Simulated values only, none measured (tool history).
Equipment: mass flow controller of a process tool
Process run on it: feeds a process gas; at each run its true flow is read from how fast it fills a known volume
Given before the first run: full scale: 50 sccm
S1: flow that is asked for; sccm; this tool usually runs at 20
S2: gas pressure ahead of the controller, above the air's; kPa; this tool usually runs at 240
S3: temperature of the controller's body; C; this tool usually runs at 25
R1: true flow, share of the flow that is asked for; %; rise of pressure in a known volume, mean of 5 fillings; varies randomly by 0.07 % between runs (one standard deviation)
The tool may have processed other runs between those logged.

run 1 day=0.000 | S1=20 S2=240 S3=25 | R1=101.58
run 2 day=17.342 | S1=20 S2=240 S3=25 | R1=101.84
run 3 day=31.212 | S1=20 S2=240 S3=25 | R1=101.98
run 4 day=50.758 | S1=20 S2=240 S3=39 | R1=101.23
run 5 day=73.683 | S1=20 S2=240 S3=39 | R1=99.21
run 6 day=88.750 | S1=20 S2=146 S3=25 | R1=99.95
run 7 day=105.912 | S1=20 S2=240 S3=25 | R1=100.83
run 8 day=128.950 | S1=20 S2=240 S3=25 | R1=101.01
run 9 day=151.958 | S1=20 S2=240 S3=25 | R1=101.21
run 10 day=167.350 | S1=32 S2=240 S3=25 | R1=101.86
run 11 day=182.079 | S1=32 S2=240 S3=25 | R1=102.14
run 12 day=196.633 | S1=32 S2=240 S3=25 | R1=102.29
run 13 day=211.092 | S1=7 S2=232 S3=33 | R1=102.52
run 14 day=231.012 | S1=31 S2=230 S3=22 | R1=102.75
run 15 day=245.388 | S1=31 S2=230 S3=22 | R1=102.80
run 16 day=262.258 | S1=21 S2=230 S3=22 | R1=102.86
run 17 day=278.300 | S1=9 S2=238 S3=22 | R1=104.22
run 18 day=295.188 | S1=9 S2=238 S3=22 | R1=104.62
run 19 day=315.462 | S1=9 S2=280 S3=39 | R1=104.02

Put back what was entered between runs (1 entry, withheld): which listed runs does each sit between, and how does the hidden state differ from the listed run before to the listed run after?
Between runs 4 and 5: controller's zero set anew (day 57.633)
  flow at rest that the sensor doesn't see, % of full scale: 0.858 -> 0.07; true flow over the shown one, %: 1.67 -> 1.8
  what was measured, less what the result would be without the hidden state, R1: +3.82 -> +1.97 %

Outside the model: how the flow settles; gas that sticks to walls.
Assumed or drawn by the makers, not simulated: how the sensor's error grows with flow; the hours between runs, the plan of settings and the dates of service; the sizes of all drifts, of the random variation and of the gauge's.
